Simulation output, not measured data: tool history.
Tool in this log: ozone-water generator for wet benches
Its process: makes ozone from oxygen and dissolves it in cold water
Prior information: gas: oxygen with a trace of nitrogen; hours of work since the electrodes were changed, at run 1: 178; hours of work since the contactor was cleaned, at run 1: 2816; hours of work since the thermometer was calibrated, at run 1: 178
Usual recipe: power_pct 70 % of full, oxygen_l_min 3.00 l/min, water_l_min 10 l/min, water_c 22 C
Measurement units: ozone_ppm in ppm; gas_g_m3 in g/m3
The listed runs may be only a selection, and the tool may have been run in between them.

run   hour  power_pct  oxygen_l_min  water_l_min  water_c  hours of work since the electrodes were changed  hours of work since the contactor was cleaned  hours of work since the thermometer was calibrated  ozone_ppm  gas_g_m3
  1    0.0         70          3.00           10       22                                              178                                           2816                                                 178       23.5     249.6
  2   37.7         70          3.00           10       22                                              207                                           2845                                                 207       23.5     246.2
  3   69.8         70          2.25           10       22                                              232                                           2870                                                 232       23.2     280.6
  4  112.8         70          2.25           10       22                                              265                                           2904                                                 265       23.2     282.4
  5  166.5         70          2.25           10       22                                              307                                           2945                                                 307       23.2     283.7
  6  217.8         70          3.00            8       22                                              347                                           2985                                                 347       27.5     242.7
  7  269.5         70          3.00            8       22                                              387                                           3026                                                 387       27.6     245.7
  8  300.3         70          3.00           10       22                                              411                                           3050                                                 411       23.6     243.8
  9  329.9         70          2.43           10       22                                              435                                           3073                                                 435       23.2     268.1
 10  383.4         70          2.43           10       22                                              476                                           3114                                                 476       23.7     269.4
 11  430.3         52          4.65           10       22                                              513                                           3151                                                 513       18.7     161.6
 12  467.4         70          2.27           10       22                                              542                                           3180                                                 542       23.1     278.5
 13  492.2         57          3.61           13       25                                              561                                           3199                                                 561       15.9     194.0
 14  535.9         65          4.64            7       23                                              595                                           3233                                                 595       25.8     187.9
 15  586.5         51          2.51            7       20                                              635                                           3273                                                 635       24.6     209.6
 16  632.8         51          2.51            7       20                                              671                                           3309                                                 671       24.8     212.0
 17  676.6         51          2.51            7       20                                              705                                           3343                                                 705       24.6     210.9
 18  714.4         70          3.00           14       22                                              734                                           3372                                                 734       18.3     241.0
 19  767.4         97          5.29           14       26                                              775                                           3414                                                 775       21.1     231.3
 20  803.1         97          5.29           14       26                                              803                                           3441                                                 803       21.5     232.3

Alternative continuations, all from the tool just after run 20; predict every row:
  A  828.7         70          1.86           10       22                                              823                                           3461                                                 823          ?         ?
  B  828.7         97          3.61           14       30                                              823                                           3461                                                 823          ?         ?
  C  828.7         45          5.29           14       26                                              823                                           3461                                                 823          ?         ?
  D  828.7         76          5.29           10       20                                              823                                           3461                                                 823          ?         ?
  E  828.7         53          3.00           10       23                                              823                                           3461                                                 823          ?         ?

run  ozone_ppm  gas_g_m3
  A       22.6     303.0
  B       20.1     279.0
  C       12.4     136.7
  D       25.0     196.2
  E       19.0     197.9
Stripped of hidden state, with their random variation kept, the same runs would have yielded:
run  ozone_ppm  gas_g_m3
  A       22.6     311.5
  B       20.2     286.8
  C       12.4     140.5
  D       25.0     201.7
  E       19.0     203.5
